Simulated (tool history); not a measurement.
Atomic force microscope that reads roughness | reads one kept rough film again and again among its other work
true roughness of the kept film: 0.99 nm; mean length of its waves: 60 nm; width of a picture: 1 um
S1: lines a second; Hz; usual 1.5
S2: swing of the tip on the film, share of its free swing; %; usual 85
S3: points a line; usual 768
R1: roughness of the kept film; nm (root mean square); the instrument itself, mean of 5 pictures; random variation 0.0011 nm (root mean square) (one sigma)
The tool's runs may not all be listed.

run     day   S1  S2   S3     R1
  1       0  1.5  85  768  0.845
      0.208  -- new tip fitted
  2   0.388  1.5  85  768  0.855
  3   1.217  1.5  85  768  0.846
      1.558  -- new tip fitted
  4   1.708  1.5  63  768  0.942
  5   2.567  1.5  63  768  0.929
      2.917  -- new tip fitted
  6   3.438  1.5  63  768  0.936
  7   3.946  1.5  63  768  0.928
      4.271  -- new tip fitted
  8   4.621  1.5  85  768  0.852
  9   5.208  1.5  68  768  0.916
      5.642  -- new tip fitted
 10     5.7  1.5  68  768  0.928
 11   6.329  1.5  59  768  0.944
 12   6.775  1.5  59  768  0.937
      6.983  -- new tip fitted
 13   7.475  1.5  59  768  0.947
 14   8.229  1.5  59  768  0.936
      8.346  -- new tip fitted
 15   9.054  1.5  59  768  0.943
      9.658  -- new tip fitted
 16   9.908  1.5  85  768  0.859
 17  10.538  1.5  85  768  0.849
     10.979  -- new tip fitted
 18  11.071  1.5  85  768   0.86

Run 19 comes next. What will it give?
 19  11.871  1.5  85  768   ?

{"run 19": {"R1": 0.85}}
Without the tool's hidden state the same run would have given R1 0.858 nm (root mean square).
